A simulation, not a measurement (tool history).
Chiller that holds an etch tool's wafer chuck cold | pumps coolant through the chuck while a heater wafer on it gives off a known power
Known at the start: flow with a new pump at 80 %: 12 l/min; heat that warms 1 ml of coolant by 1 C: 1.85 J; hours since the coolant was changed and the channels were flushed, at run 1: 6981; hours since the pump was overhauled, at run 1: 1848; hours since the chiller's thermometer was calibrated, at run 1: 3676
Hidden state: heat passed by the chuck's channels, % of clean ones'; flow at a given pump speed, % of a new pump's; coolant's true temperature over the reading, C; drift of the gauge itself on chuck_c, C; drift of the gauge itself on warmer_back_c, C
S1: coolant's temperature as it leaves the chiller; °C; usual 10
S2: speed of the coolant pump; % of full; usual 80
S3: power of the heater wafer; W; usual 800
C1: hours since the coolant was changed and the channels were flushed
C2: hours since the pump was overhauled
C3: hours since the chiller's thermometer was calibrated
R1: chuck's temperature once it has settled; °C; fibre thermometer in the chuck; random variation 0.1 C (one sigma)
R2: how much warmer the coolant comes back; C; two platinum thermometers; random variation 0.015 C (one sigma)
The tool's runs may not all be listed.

run 1 hour=0 | S1=10 S2=80 S3=800 | C1=6981 C2=1848 C3=3676 | R1=20 R2=2.19
run 2 hour=27.1 | S1=10 S2=80 S3=800 | C1=7008 C2=1875 C3=3704 | R1=20.1 R2=2.2
run 3 hour=52.2 | S1=10 S2=80 S3=800 | C1=7033 C2=1900 C3=3729 | R1=20.1 R2=2.24
run 4 hour=104.7 | S1=10 S2=80 S3=907 | C1=7085 C2=1953 C3=3781 | R1=21.4 R2=2.51
run 5 hour=145.6 | S1=10 S2=80 S3=907 | C1=7126 C2=1994 C3=3822 | R1=21.3 R2=2.48
run 6 hour=178.9 | S1=10 S2=80 S3=907 | C1=7160 C2=2027 C3=3855 | R1=21.3 R2=2.52
run 7 hour=208.7 | S1=10 S2=80 S3=907 | C1=7189 C2=2057 C3=3885 | R1=21.5 R2=2.49
run 8 hour=249.9 | S1=16 S2=80 S3=1129 | C1=7231 C2=2098 C3=3926 | R1=30.3 R2=3.1
run 9 hour=300.1 | S1=16 S2=80 S3=1129 | C1=7281 C2=2148 C3=3977 | R1=30.2 R2=3.12
run 10 hour=326 | S1=7 S2=76 S3=579 | C1=7307 C2=2174 C3=4002 | R1=14.5 R2=1.68

Forecast each of these 3 alternatives for the next run:
run A hour=370.2 | S1=20 S2=76 S3=579 | C1=7351 C2=2218 C3=4047 | R1=? R2=?
run B hour=370.2 | S1=20 S2=98 S3=800 | C1=7351 C2=2218 C3=4047 | R1=? R2=?
run C hour=370.2 | S1=5 S2=76 S3=579 | C1=7351 C2=2218 C3=4047 | R1=? R2=?

run=A R1=27.4 R2=1.67
run=B R1=28.8 R2=1.8
run=C R1=12.8 R2=1.68
Without the tool's hidden state the same runs would have given:
run=A R1=26.3 R2=1.65
run=B R1=27.4 R2=1.77
run=C R1=11.7 R2=1.65
